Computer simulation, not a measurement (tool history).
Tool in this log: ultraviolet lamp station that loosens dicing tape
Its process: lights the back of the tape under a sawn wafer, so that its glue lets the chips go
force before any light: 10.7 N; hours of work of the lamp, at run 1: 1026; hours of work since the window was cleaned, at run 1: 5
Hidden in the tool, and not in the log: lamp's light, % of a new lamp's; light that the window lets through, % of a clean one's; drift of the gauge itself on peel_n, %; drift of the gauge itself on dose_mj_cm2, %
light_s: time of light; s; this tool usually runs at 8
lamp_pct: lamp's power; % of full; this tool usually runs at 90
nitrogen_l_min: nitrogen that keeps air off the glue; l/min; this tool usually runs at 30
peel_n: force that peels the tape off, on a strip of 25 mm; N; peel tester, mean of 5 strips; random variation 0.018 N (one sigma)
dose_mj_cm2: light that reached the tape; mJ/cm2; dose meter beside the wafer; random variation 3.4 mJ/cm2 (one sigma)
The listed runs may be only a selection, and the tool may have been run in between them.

run     day  light_s  lamp_pct  nitrogen_l_min  hours of work of the lamp  hours of work since the window was cleaned  peel_n  dose_mj_cm2
  1       0        8        90              30                       1026                                           5    1.32          437
  2   1.121        8        90              30                       1045                                          24   1.402          429
  3   2.829        8        90              30                       1075                                          54   1.385          427
  4   4.067        8        90              30                       1096                                          75   1.475          418
  5   5.304       10        90              30                       1117                                          96   0.944          520
  6   7.104       10        74              30                       1148                                         127   1.426          422
      7.912  -- lamp changed
  7   8.246       10        74              30                          6                                         146   0.886          539
  8  10.129       10        74              30                         38                                         178   0.902          530
  9  12.425        8        90              30                         78                                         218   1.001          507
 10  13.988        8        90              30                        104                                         245   0.985          498
 11  16.312        8        90              30                        144                                         285    1.09          490
 12  18.496        8        90              30                        182                                         322   1.084          481
 13  19.529        8        90              30                        200                                         340   1.143          473
 14    21.7        8        90              30                        237                                         377   1.156          466
 15  23.212        8        90              30                        263                                         403   1.178          464
 16  24.512        8        90              30                        285                                         425   1.218          462
     24.767  -- window cleaned of glue's vapour
 17    25.7        8        90              30                        305                                          16   1.384          440
 18  27.938        8        90              30                        344                                          54   1.361          431
 19  29.621        8        90              30                        373                                          83   1.396          426
 20  31.696        7        90              30                        408                                         119   1.851          364
 21  33.267       11        90              16                        435                                         146   1.246          563
 22  34.892       13        90              30                        463                                         174   0.551          660
 23  35.962       13        90              30                        482                                         192   0.564          658
 24  37.546       13        90              30                        509                                         220   0.552          651
     38.733  -- window cleaned of glue's vapour, once more
 25  39.812       10        77              39                        547                                          19   0.789          523
 26  42.154       12        66              39                        588                                          59   0.791          520
 27  44.258       12        66              39                        624                                          95   0.815          516
 28  45.708       12        66              39                        649                                         120   0.841          509
 29  47.642       12        66              39                        682                                         153   0.869          501
 30  49.112       12        66              39                        707                                         178   0.882          501
 31  50.596        8        61              33                        733                                         204   2.399          306
 32  52.529        8        76              32                        766                                         237   1.699          375
 33  54.312        8        76              32                        797                                         268   1.758          368
 34  55.367        4        90              53                        815                                         286   3.205          212
 35  57.642        4        90              53                        854                                         325   3.164          213

Pick out some run-to-run changes in peel_n. Of each, how much would a tool without hidden state show as well, from the settings, what came in and chance, and how much is left for the hidden state and any gauge scatter not in both results compared?
Run 6 -> 7: lamp changed. peel_n -0.54 N: hidden state -0.545, all else +0.005.
Run 21 -> 22: light_s 11 -> 13, nitrogen_l_min 16 -> 30. peel_n -0.695 N: hidden state -0.298, all else -0.397.
Run 30 -> 31: light_s 12 -> 8, lamp_pct 66 -> 61, nitrogen_l_min 39 -> 33. peel_n +1.517 N: hidden state +0.338, all else +1.179.
Run 31 -> 32: lamp_pct 61 -> 76, nitrogen_l_min 33 -> 32. peel_n -0.7 N: hidden state -0.086, all else -0.614.
Run 33 -> 34: light_s 8 -> 4, lamp_pct 76 -> 90, nitrogen_l_min 32 -> 53. peel_n +1.447 N: hidden state +0.252, all else +1.195.
